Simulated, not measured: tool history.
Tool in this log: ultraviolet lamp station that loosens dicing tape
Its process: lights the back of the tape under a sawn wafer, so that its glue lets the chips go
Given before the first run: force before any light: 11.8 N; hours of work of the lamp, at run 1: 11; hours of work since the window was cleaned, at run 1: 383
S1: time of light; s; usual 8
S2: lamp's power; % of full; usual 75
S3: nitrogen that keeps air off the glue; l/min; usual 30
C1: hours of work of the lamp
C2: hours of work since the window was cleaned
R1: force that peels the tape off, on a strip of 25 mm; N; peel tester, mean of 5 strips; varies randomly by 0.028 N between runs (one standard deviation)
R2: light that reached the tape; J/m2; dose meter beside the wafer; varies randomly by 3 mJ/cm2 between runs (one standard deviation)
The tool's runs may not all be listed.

run 1 hour=0 | S1=8 S2=75 S3=30 | C1=11 C2=383 | R1=1.649 R2=3920
run 2 hour=8.9 | S1=8 S2=75 S3=30 | C1=15 C2=387 | R1=1.656 R2=3920
run 3 hour=18.2 | S1=8 S2=75 S3=30 | C1=19 C2=391 | R1=1.713 R2=3920
run 4 hour=24.6 | S1=8 S2=75 S3=30 | C1=21 C2=394 | R1=1.616 R2=3940
run 5 hour=29.3 | S1=8 S2=75 S3=30 | C1=23 C2=396 | R1=1.647 R2=3910
run 6 hour=40.3 | S1=8 S2=75 S3=30 | C1=28 C2=401 | R1=1.704 R2=3910
run 7 hour=47.4 | S1=8 S2=75 S3=30 | C1=31 C2=404 | R1=1.682 R2=3900
run 8 hour=52 | S1=8 S2=75 S3=30 | C1=33 C2=406 | R1=1.699 R2=3880
run 9 hour=59.9 | S1=8 S2=75 S3=30 | C1=37 C2=409 | R1=1.691 R2=3870
run 10 hour=66.8 | S1=8 S2=75 S3=30 | C1=40 C2=412 | R1=1.671 R2=3880
run 11 hour=74.4 | S1=8 S2=75 S3=30 | C1=43 C2=416 | R1=1.69 R2=3870
run 12 hour=79.2 | S1=8 S2=75 S3=30 | C1=45 C2=418 | R1=1.677 R2=3880
run 13 hour=86.7 | S1=8 S2=75 S3=30 | C1=48 C2=421 | R1=1.738 R2=3850
run 14 hour=97.9 | S1=8 S2=75 S3=25 | C1=53 C2=426 | R1=1.902 R2=3860
run 15 hour=102.5 | S1=8 S2=75 S3=25 | C1=55 C2=428 | R1=1.839 R2=3840
run 16 hour=109.2 | S1=8 S2=75 S3=30 | C1=58 C2=431 | R1=1.732 R2=3890
run 17 hour=115.6 | S1=8 S2=75 S3=30 | C1=61 C2=434 | R1=1.769 R2=3830
run 18 hour=121.5 | S1=8 S2=75 S3=30 | C1=63 C2=436 | R1=1.7 R2=3830
run 19 hour=132.3 | S1=6 S2=75 S3=30 | C1=68 C2=441 | R1=2.766 R2=2880
run 20 hour=141.4 | S1=6 S2=63 S3=30 | C1=72 C2=445 | R1=3.438 R2=2410
run 21 hour=151.1 | S1=6 S2=63 S3=30 | C1=76 C2=449 | R1=3.462 R2=2430
run 22 hour=160.8 | S1=11 S2=75 S3=30 | C1=80 C2=453 | R1=0.925 R2=5200
run 23 hour=165.6 | S1=11 S2=75 S3=30 | C1=82 C2=455 | R1=0.93 R2=5260
run 24 hour=173.9 | S1=11 S2=75 S3=30 | C1=86 C2=459 | R1=0.97 R2=5290
run 25 hour=181.8 | S1=8 S2=75 S3=21 | C1=89 C2=462 | R1=1.99 R2=3770
run 26 hour=187.4 | S1=5 S2=86 S3=21 | C1=92 C2=465 | R1=3.285 R2=2650
run 27 hour=194.3 | S1=4 S2=86 S3=21 | C1=95 C2=468 | R1=3.967 R2=2210
run 28 hour=201.1 | S1=10 S2=75 S3=37 | C1=98 C2=471 | R1=1.072 R2=4730
-- hour=202.1 window cleaned of glue's vapour
run 29 hour=206.3 | S1=5 S2=72 S3=28 | C1=100 C2=2 | R1=3.95 R2=2180
run 30 hour=213.5 | S1=8 S2=94 S3=54 | C1=103 C2=5 | R1=1.007 R2=4540
run 31 hour=220.4 | S1=15 S2=97 S3=30 | C1=106 C2=8 | R1=0.314 R2=8720
run 32 hour=229.9 | S1=15 S2=97 S3=30 | C1=110 C2=12 | R1=0.332 R2=8810
run 33 hour=237.4 | S1=15 S2=72 S3=10 | C1=113 C2=15 | R1=1.004 R2=6390
run 34 hour=242.5 | S1=15 S2=72 S3=10 | C1=116 C2=17 | R1=0.977 R2=6450
run 35 hour=251.1 | S1=8 S2=91 S3=39 | C1=119 C2=21 | R1=1.236 R2=4380
run 36 hour=261.8 | S1=8 S2=91 S3=43 | C1=124 C2=26 | R1=1.202 R2=4330
-- hour=266.8 window cleaned of glue's vapour, once more
run 37 hour=268.3 | S1=7 S2=84 S3=43 | C1=127 C2=1 | R1=1.321 R2=4160
run 38 hour=275.5 | S1=4 S2=77 S3=42 | C1=130 C2=4 | R1=3.57 R2=2160
run 39 hour=283 | S1=11 S2=75 S3=40 | C1=133 C2=7 | R1=0.666 R2=5820
run 40 hour=289.3 | S1=5 S2=70 S3=22 | C1=136 C2=10 | R1=3.592 R2=2430
run 41 hour=295.9 | S1=10 S2=95 S3=58 | C1=138 C2=13 | R1=0.426 R2=6670
run 42 hour=302.2 | S1=10 S2=95 S3=58 | C1=141 C2=15 | R1=0.444 R2=6620
run 43 hour=309.1 | S1=10 S2=95 S3=58 | C1=144 C2=18 | R1=0.438 R2=6590
run 44 hour=317.4 | S1=14 S2=97 S3=16 | C1=148 C2=22 | R1=0.36 R2=9480

Hidden state at the last listed run before each entry between runs and at the first one after, where it differs:
Logged between run 28 and run 29: window cleaned of glue's vapour (hour 202.1)
  light that the window lets through, % of a clean one's: 88.5 -> 84.7
  measured minus no-state result, R1: +0.271 -> +0.751 N; R2: -690 -> -430 J/m2
Logged between run 36 and run 37: window cleaned of glue's vapour, once more (hour 266.8)
  light that the window lets through, % of a clean one's: 84.1 -> 99.3
  measured minus no-state result, R1: +0.397 -> +0.065 N; R2: -910 -> -110 J/m2
